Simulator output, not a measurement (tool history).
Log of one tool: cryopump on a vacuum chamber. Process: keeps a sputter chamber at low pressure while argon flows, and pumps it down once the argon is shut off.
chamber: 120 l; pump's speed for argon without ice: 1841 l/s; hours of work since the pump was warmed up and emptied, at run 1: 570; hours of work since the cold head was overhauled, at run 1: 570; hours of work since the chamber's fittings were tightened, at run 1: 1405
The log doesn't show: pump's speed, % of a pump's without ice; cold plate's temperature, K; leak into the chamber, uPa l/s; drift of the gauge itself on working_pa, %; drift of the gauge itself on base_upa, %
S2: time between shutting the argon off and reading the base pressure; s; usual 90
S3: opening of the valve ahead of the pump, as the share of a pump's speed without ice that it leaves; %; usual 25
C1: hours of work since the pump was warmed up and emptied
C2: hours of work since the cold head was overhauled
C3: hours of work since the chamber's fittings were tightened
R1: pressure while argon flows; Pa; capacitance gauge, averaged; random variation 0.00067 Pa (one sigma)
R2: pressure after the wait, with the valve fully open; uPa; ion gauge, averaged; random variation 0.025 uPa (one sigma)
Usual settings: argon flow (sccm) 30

{"run": 1, "hour": 0.0, "argon flow (sccm)": 30, "S2": 90, "S3": 25, "C1": 570, "C2": 570, "C3": 1405, "R1": 0.1168, "R2": 2.17}
{"run": 2, "hour": 26.0, "argon flow (sccm)": 38, "S2": 90, "S3": 25, "C1": 585, "C2": 585, "C3": 1421, "R1": 0.1471, "R2": 2.2}
{"run": 3, "hour": 61.3, "argon flow (sccm)": 30, "S2": 90, "S3": 17, "C1": 606, "C2": 606, "C3": 1441, "R1": 0.1689, "R2": 2.22}
{"run": 4, "hour": 102.2, "argon flow (sccm)": 30, "S2": 90, "S3": 17, "C1": 630, "C2": 630, "C3": 1465, "R1": 0.1697, "R2": 2.24}
{"run": 5, "hour": 144.1, "argon flow (sccm)": 30, "S2": 90, "S3": 17, "C1": 654, "C2": 654, "C3": 1490, "R1": 0.1687, "R2": 2.37}
{"run": 6, "hour": 181.9, "argon flow (sccm)": 30, "S2": 90, "S3": 17, "C1": 676, "C2": 676, "C3": 1512, "R1": 0.1702, "R2": 2.36}
{"run": 7, "hour": 222.8, "argon flow (sccm)": 30, "S2": 90, "S3": 50, "C1": 700, "C2": 700, "C3": 1536, "R1": 0.0634, "R2": 2.34}
{"run": 8, "hour": 256.9, "argon flow (sccm)": 30, "S2": 90, "S3": 50, "C1": 720, "C2": 720, "C3": 1556, "R1": 0.0645, "R2": 2.51}
{"run": 9, "hour": 274.8, "argon flow (sccm)": 30, "S2": 90, "S3": 50, "C1": 731, "C2": 731, "C3": 1566, "R1": 0.0643, "R2": 2.37}
{"run": 10, "hour": 302.3, "argon flow (sccm)": 30, "S2": 90, "S3": 50, "C1": 747, "C2": 747, "C3": 1583, "R1": 0.065, "R2": 2.4}
{"run": 11, "hour": 320.6, "argon flow (sccm)": 30, "S2": 90, "S3": 50, "C1": 758, "C2": 758, "C3": 1593, "R1": 0.0649, "R2": 2.45}
{"hour": 351.5, "done": "pump warmed up, emptied and cooled again"}
{"run": 12, "hour": 360.5, "argon flow (sccm)": 30, "S2": 90, "S3": 50, "C1": 5, "C2": 778, "C3": 1614, "R1": 0.0563, "R2": 2.06}
{"run": 13, "hour": 387.3, "argon flow (sccm)": 30, "S2": 90, "S3": 57, "C1": 21, "C2": 794, "C3": 1629, "R1": 0.0489, "R2": 2.15}
{"run": 14, "hour": 422.1, "argon flow (sccm)": 30, "S2": 102, "S3": 25, "C1": 41, "C2": 814, "C3": 1650, "R1": 0.1117, "R2": 1.95}
{"run": 15, "hour": 447.6, "argon flow (sccm)": 30, "S2": 102, "S3": 25, "C1": 56, "C2": 829, "C3": 1665, "R1": 0.1098, "R2": 1.98}
{"run": 16, "hour": 490.1, "argon flow (sccm)": 51, "S2": 90, "S3": 33, "C1": 81, "C2": 854, "C3": 1690, "R1": 0.144, "R2": 2.14}
{"run": 17, "hour": 531.9, "argon flow (sccm)": 30, "S2": 90, "S3": 28, "C1": 106, "C2": 879, "C3": 1714, "R1": 0.1007, "R2": 2.14}
{"run": 18, "hour": 573.5, "argon flow (sccm)": 30, "S2": 90, "S3": 28, "C1": 130, "C2": 903, "C3": 1739, "R1": 0.1008, "R2": 2.26}
{"run": 19, "hour": 615.3, "argon flow (sccm)": 30, "S2": 90, "S3": 36, "C1": 155, "C2": 928, "C3": 1763, "R1": 0.0782, "R2": 2.29}
{"run": 20, "hour": 635.9, "argon flow (sccm)": 21, "S2": 23, "S3": 21, "C1": 167, "C2": 940, "C3": 1775, "R1": 0.0935, "R2": 4.8}
{"run": 21, "hour": 659.2, "argon flow (sccm)": 16, "S2": 90, "S3": 40, "C1": 180, "C2": 953, "C3": 1789, "R1": 0.0377, "R2": 2.26}

Some steps in R1 between neighbouring runs. How much of each would the tool show without its hidden state too (settings, what came in, random variation), and how much is left for the hidden state, with any gauge scatter that isn't in both results?
Run 1 -> 2: argon flow (sccm) 30 -> 38. R1 +0.0303 Pa: hidden state +0.0020, all else +0.0283.
Run 6 -> 7: S3 17 -> 50. R1 -0.1068 Pa: hidden state +0.0004, all else -0.1072.
Run 11 -> 12: pump warmed up, emptied and cooled again. R1 -0.0086 Pa: hidden state -0.0092, all else +0.0006.
Run 13 -> 14: S2 90 -> 102, S3 57 -> 25. R1 +0.0628 Pa: hidden state +0.0002, all else +0.0626.

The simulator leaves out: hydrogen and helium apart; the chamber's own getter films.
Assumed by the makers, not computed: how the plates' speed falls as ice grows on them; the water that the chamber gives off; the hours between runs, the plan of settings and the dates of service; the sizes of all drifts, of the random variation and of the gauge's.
